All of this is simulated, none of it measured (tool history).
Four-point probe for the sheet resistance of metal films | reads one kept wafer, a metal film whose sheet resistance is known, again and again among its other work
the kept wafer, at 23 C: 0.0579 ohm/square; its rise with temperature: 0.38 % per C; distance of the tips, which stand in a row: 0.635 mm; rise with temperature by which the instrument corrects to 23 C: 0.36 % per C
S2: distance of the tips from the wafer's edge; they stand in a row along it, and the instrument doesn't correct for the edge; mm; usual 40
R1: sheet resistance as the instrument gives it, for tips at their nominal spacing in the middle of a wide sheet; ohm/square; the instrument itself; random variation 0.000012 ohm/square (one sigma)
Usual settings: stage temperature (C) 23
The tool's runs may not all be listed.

Run 1, hour 0.0: usual settings. Result: R1 0.057897 ohm/square.
Run 2, hour 18.9: usual settings. Result: R1 0.057888 ohm/square.
Run 3, hour 35.1: usual settings. Result: R1 0.057895 ohm/square.
Run 4, hour 48.3: usual settings but stage temperature (C) 31. Result: R1 0.058021 ohm/square.
Run 5, hour 60.7: usual settings but stage temperature (C) 31. Result: R1 0.057984 ohm/square.
Run 6, hour 78.0: usual settings but stage temperature (C) 31. Result: R1 0.058012 ohm/square.
Run 7, hour 94.6: usual settings but S2 4 mm. Result: R1 0.058633 ohm/square.
Run 8, hour 103.5: usual settings but S2 4 mm. Result: R1 0.058652 ohm/square.
Run 9, hour 114.8: usual settings but S2 4 mm. Result: R1 0.058661 ohm/square.
Run 10, hour 126.8: usual settings but S2 4 mm. Result: R1 0.058661 ohm/square.
Run 11, hour 138.7: usual settings but S2 4 mm. Result: R1 0.058665 ohm/square.
Run 12, hour 148.0: usual settings but stage temperature (C) 19. Result: R1 0.057831 ohm/square.
Run 13, hour 162.6: usual settings but stage temperature (C) 19. Result: R1 0.057820 ohm/square.
Run 14, hour 176.3: usual settings. Result: R1 0.057876 ohm/square.
Run 15, hour 192.6: usual settings. Result: R1 0.057896 ohm/square.
Run 16, hour 211.8: usual settings but stage temperature (C) 32. Result: R1 0.057988 ohm/square.
Run 17, hour 227.6: usual settings but stage temperature (C) 26. Result: R1 0.057927 ohm/square.
Run 18, hour 236.7: usual settings but stage temperature (C) 26. Result: R1 0.057918 ohm/square.
Run 19, hour 254.4: usual settings but S2 10 mm. Result: R1 0.058031 ohm/square.
Run 20, hour 272.8: usual settings but stage temperature (C) 19. Result: R1 0.057842 ohm/square.
Run 21, hour 288.5: usual settings but stage temperature (C) 19. Result: R1 0.057817 ohm/square.
Run 22, hour 306.9: usual settings but S2 19 mm. Result: R1 0.057909 ohm/square.
Run 23, hour 324.6: usual settings but S2 19 mm. Result: R1 0.057889 ohm/square.
Run 24, hour 343.5: usual settings but stage temperature (C) 28, S2 3 mm. Result: R1 0.059306 ohm/square.
Run 25, hour 357.5: usual settings but stage temperature (C) 28, S2 3 mm. Result: R1 0.059279 ohm/square.
Run 26, hour 373.3: usual settings but stage temperature (C) 26, S2 10 mm. Result: R1 0.058022 ohm/square.
Run 27, hour 381.5: usual settings but stage temperature (C) 34, S2 10 mm. Result: R1 0.058137 ohm/square.
Run 28, hour 401.0: usual settings but stage temperature (C) 34, S2 10 mm. Result: R1 0.058144 ohm/square.
Run 29, hour 413.3: usual settings but stage temperature (C) 32, S2 3 mm. Result: R1 0.059340 ohm/square.
Run 30, hour 422.9: usual settings but stage temperature (C) 21, S2 72 mm. Result: R1 0.057818 ohm/square.
Run 31, hour 438.7: usual settings but stage temperature (C) 19, S2 50 mm. Result: R1 0.057797 ohm/square.
Run 32, hour 450.1: usual settings but stage temperature (C) 19, S2 25 mm. Result: R1 0.057811 ohm/square.
Run 33, hour 460.9: usual settings but stage temperature (C) 32, S2 5 mm. Result: R1 0.058483 ohm/square.
Run 34, hour 470.8: usual settings but stage temperature (C) 32, S2 5 mm. Result: R1 0.058502 ohm/square.
Run 35, hour 490.2: usual settings but S2 21 mm. Result: R1 0.057874 ohm/square.
Run 36, hour 499.2: usual settings but stage temperature (C) 26, S2 5 mm. Result: R1 0.058380 ohm/square.
Run 37, hour 507.6: usual settings but stage temperature (C) 26, S2 5 mm. Result: R1 0.058404 ohm/square.
Run 38, hour 523.1: usual settings but stage temperature (C) 26, S2 5 mm. Result: R1 0.058378 ohm/square.
Run 39, hour 532.5: usual settings but stage temperature (C) 27, S2 15 mm. Result: R1 0.057966 ohm/square.
Run 40, hour 545.5: usual settings but stage temperature (C) 27, S2 15 mm. Result: R1 0.057961 ohm/square.
Run 41, hour 556.1: usual settings but stage temperature (C) 34, S2 5 mm. Result: R1 0.058512 ohm/square.
Run 42, hour 571.8: usual settings but stage temperature (C) 22, S2 24 mm. Result: R1 0.057873 ohm/square.
Run 43, hour 591.3: usual settings but stage temperature (C) 22, S2 24 mm. Result: R1 0.057836 ohm/square.

Run 44 comes next. What will it give?
Run 44, hour 602.5: usual settings but stage temperature (C) 25, S2 41 mm. Result: R1 ?.

Run 44 gave R1 0.057896 ohm/square.
Without the tool's hidden state the same run would have given R1 0.057951 ohm/square.
